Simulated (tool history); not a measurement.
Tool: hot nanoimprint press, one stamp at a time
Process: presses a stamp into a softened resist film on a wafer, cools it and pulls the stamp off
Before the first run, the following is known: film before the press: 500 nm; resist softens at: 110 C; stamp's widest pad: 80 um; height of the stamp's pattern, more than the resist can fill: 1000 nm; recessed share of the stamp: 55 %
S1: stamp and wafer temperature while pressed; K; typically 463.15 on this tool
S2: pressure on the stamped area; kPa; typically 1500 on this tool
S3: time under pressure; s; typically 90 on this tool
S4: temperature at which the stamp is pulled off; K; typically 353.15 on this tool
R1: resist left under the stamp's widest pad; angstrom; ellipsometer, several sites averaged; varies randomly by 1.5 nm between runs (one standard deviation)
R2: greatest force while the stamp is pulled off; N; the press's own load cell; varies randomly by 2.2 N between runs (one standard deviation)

Run 1, hour 0: usual settings. Result: R1 2385 angstrom, R2 112 N.
Run 2, hour 25.9: usual settings. Result: R1 2367 angstrom, R2 110 N.
Run 3, hour 62.4: usual settings. Result: R1 2358 angstrom, R2 116 N.
Run 4, hour 99.4: usual settings. Result: R1 2360 angstrom, R2 120 N.
Run 5, hour 134.8: usual settings. Result: R1 2346 angstrom, R2 123 N.
Run 6, hour 162: usual settings. Result: R1 2336 angstrom, R2 122 N.
Run 7, hour 181.6: usual settings but S4 342.15 K. Result: R1 2334 angstrom, R2 142 N.
Run 8, hour 210.7: usual settings but S4 342.15 K. Result: R1 2334 angstrom, R2 147 N.
Run 9, hour 252.4: usual settings but S3 175 s. Result: R1 1768 angstrom, R2 127 N.
Run 10, hour 276.7: usual settings. Result: R1 2279 angstrom, R2 132 N.
Run 11, hour 297.9: usual settings. Result: R1 2318 angstrom, R2 130 N.
Run 12, hour 327.1: usual settings. Result: R1 2281 angstrom, R2 129 N.
At hour 357.7: plate thermocouple calibrated.
Run 13, hour 370.2: usual settings but S1 465.15 K. Result: R1 2080 angstrom, R2 132 N.
Run 14, hour 399.9: usual settings. Result: R1 2275 angstrom, R2 138 N.
Run 15, hour 424.1: usual settings but S1 465.15 K. Result: R1 2102 angstrom, R2 138 N.
Run 16, hour 460.3: usual settings but S1 465.15 K. Result: R1 2069 angstrom, R2 137 N.
Run 17, hour 508: usual settings but S1 468.15 K, S2 2180 kPa, S3 156 s, S4 345.15 K. Result: R1 1198 angstrom, R2 162 N.
At hour 525.8: stamp cleaned and given a new release coat.
Run 18, hour 538.3: usual settings but S1 468.15 K, S4 356.15 K. Result: R1 1803 angstrom, R2 87 N.
Run 19, hour 570.9: usual settings but S1 462.15 K. Result: R1 2313 angstrom, R2 96 N.
Run 20, hour 594.9: usual settings but S1 470.15 K, S2 1510 kPa, S3 51 s, S4 343.15 K. Result: R1 2062 angstrom, R2 115 N.
At hour 606.2: plate thermocouple calibrated, once more.
Run 21, hour 619: usual settings but S4 344.15 K. Result: R1 2423 angstrom, R2 120 N.
Run 22, hour 649.8: usual settings but S4 344.15 K. Result: R1 2429 angstrom, R2 121 N.
Run 23, hour 682.5: usual settings but S2 1000 kPa, S4 354.15 K. Result: R1 2827 angstrom, R2 106 N.
Run 24, hour 730.9: usual settings but S2 1000 kPa, S4 354.15 K. Result: R1 2814 angstrom, R2 109 N.
Run 25, hour 765.1: usual settings but S1 467.15 K, S2 1710 kPa, S3 83 s, S4 338.15 K. Result: R1 1980 angstrom, R2 146 N.
Run 26, hour 807.2: usual settings but S1 464.15 K, S2 1190 kPa, S3 46 s, S4 356.15 K. Result: R1 3171 angstrom, R2 112 N.
Run 27, hour 828.2: usual settings but S1 464.15 K, S2 1190 kPa, S3 46 s, S4 356.15 K. Result: R1 3150 angstrom, R2 110 N.
Run 28, hour 858.2: usual settings but S1 473.15 K, S2 1190 kPa, S3 130 s, S4 356.15 K. Result: R1 1505 angstrom, R2 114 N.
Run 29, hour 881.2: usual settings but S2 2170 kPa, S4 351.15 K. Result: R1 2056 angstrom, R2 123 N.

Forecast each of these 4 alternatives for the next run:
Run A, hour 914.4: usual settings but S1 457.15 K, S2 1320 kPa, S3 135 s. Result: R1 ?, R2 ?.
Run B, hour 914.4: usual settings but S1 461.15 K, S2 2170 kPa, S4 351.15 K. Result: R1 ?, R2 ?.
Run C, hour 914.4: usual settings but S1 466.15 K, S2 2140 kPa, S4 351.15 K. Result: R1 ?, R2 ?.
Run D, hour 914.4: usual settings but S1 460.15 K, S2 2250 kPa, S4 351.15 K. Result: R1 ?, R2 ?.

run    R1   R2
  A  2717  122
  B  2198  125
  C  1772  123
  D  2277  122
Stripped of hidden state, with their random variation kept, the same runs would have yielded:
run    R1  R2
  A  2789  97
  B  2236  99
  C  1801  97
  D  2316  97

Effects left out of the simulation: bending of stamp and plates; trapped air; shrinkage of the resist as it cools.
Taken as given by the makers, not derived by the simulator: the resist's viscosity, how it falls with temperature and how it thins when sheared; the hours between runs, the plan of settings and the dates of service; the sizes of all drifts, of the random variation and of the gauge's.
